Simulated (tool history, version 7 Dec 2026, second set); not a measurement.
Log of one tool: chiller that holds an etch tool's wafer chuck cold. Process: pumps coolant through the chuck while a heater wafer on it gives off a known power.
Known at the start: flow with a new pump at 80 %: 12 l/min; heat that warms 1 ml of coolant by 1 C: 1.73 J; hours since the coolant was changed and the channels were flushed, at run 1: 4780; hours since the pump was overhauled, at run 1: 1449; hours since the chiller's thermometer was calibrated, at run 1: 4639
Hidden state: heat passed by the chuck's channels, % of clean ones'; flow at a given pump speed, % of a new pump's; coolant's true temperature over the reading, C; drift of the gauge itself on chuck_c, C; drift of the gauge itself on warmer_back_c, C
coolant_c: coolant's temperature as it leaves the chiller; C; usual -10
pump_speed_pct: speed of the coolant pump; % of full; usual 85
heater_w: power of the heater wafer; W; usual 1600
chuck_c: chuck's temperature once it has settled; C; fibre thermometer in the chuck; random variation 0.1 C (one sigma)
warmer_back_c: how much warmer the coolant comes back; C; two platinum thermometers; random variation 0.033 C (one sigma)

run,hour,coolant_c,pump_speed_pct,heater_w,hours since the coolant was changed and the channels were flushed,hours since the pump was overhauled,hours since the chiller's thermometer was calibrated,chuck_c,warmer_back_c
1,0,-10,85,1600,4780,1449,4639,1.5,4.59
2,29.7,-10,85,1600,4810,1479,4669,1.6,4.55
3,81.9,-5,85,1600,4862,1531,4721,6.6,4.5
4,105.3,-10,85,1600,4885,1554,4745,1.8,4.56
5,131.1,-10,85,1273,4911,1580,4770,-0.6,3.63
6,172.3,-10,85,1600,4952,1621,4812,1.7,4.61
7,226.3,-10,85,1600,5006,1675,4866,1.8,4.51
8,255.2,-10,85,1600,5035,1704,4894,1.7,4.62
9,302.6,-10,85,1600,5083,1752,4942,1.8,4.59
10,360.5,-11,85,1600,5141,1810,5000,0.9,4.55
11,392.6,-12,85,1600,5173,1842,5032,-0.2,4.61
12,438.9,-12,85,1600,5219,1888,5078,-0.1,4.58
13,476.7,-10,85,1600,5257,1926,5116,2,4.69
14,502.2,-10,85,1600,5282,1951,5142,2,4.6
15,525.7,-10,85,1600,5306,1975,5165,2,4.66
# hour 536.6: coolant changed, channels flushed
# hour 537.6: chiller's thermometer calibrated
16,583.7,-10,85,1600,46,2026,46,0.9,4.61
17,620,-10,85,1600,82,2062,82,0.9,4.57
18,662,-18,89,918,124,2104,124,-11.5,2.51
# hour 666.9: chiller's thermometer calibrated, once more
19,701.1,-13,78,1033,163,2142,34,-6.1,3.27
20,724.9,-10,69,1600,186,2166,58,1.9,5.78
21,775.7,-11,85,908,237,2217,109,-5.2,2.66
22,803.5,-11,85,908,265,2245,137,-5.4,2.63
23,843.8,-18,83,1600,305,2285,177,-7.7,4.81
24,896.4,-18,83,1600,358,2337,229,-7.7,4.81
25,942.5,-18,83,1600,404,2384,276,-7.6,4.75
26,968.6,-18,83,1600,430,2410,302,-7.7,4.77
27,1021.8,-15,91,2398,483,2463,355,-0.7,6.5
28,1049.9,-2,72,1049,511,2491,383,5.8,3.57
29,1075.5,-2,72,1049,537,2517,409,5.5,3.63
30,1112.4,-13,61,1864,574,2554,446,2.6,7.67
31,1161.8,-13,61,1864,623,2603,495,2.4,7.8
32,1212.5,-13,61,1864,674,2654,546,2.7,7.81
33,1237,-10,66,1600,698,2678,570,2.7,6.09

Hidden state or all else? Some run-to-run changes of chuck_c, split into what the settings, what came in and random variation would give without the hidden state, and what is left for the hidden state (with any gauge scatter that isn't in both results):
Run 15 -> 16: coolant changed, channels flushed, chiller's thermometer calibrated. chuck_c -1.1 C: hidden state -1.2, all else +0.1.
Run 17 -> 18: coolant_c -10 -> -18, pump_speed_pct 85 -> 89, heater_w 1600 -> 918. chuck_c -12.4 C: hidden state -0.2, all else -12.2.
Run 18 -> 19: coolant_c -18 -> -13, pump_speed_pct 89 -> 78, heater_w 918 -> 1033, chiller's thermometer calibrated, once more. chuck_c +5.4 C: hidden state -0.8, all else +6.2.
Run 19 -> 20: coolant_c -13 -> -10, pump_speed_pct 78 -> 69, heater_w 1033 -> 1600. chuck_c +8 C: hidden state +0.3, all else +7.7.
Run 20 -> 21: coolant_c -10 -> -11, pump_speed_pct 69 -> 85, heater_w 1600 -> 908. chuck_c -7.1 C: hidden state -0.3, all else -6.8.
Run 29 -> 30: coolant_c -2 -> -13, pump_speed_pct 72 -> 61, heater_w 1049 -> 1864. chuck_c -2.9 C: hidden state +0.6, all else -3.5.
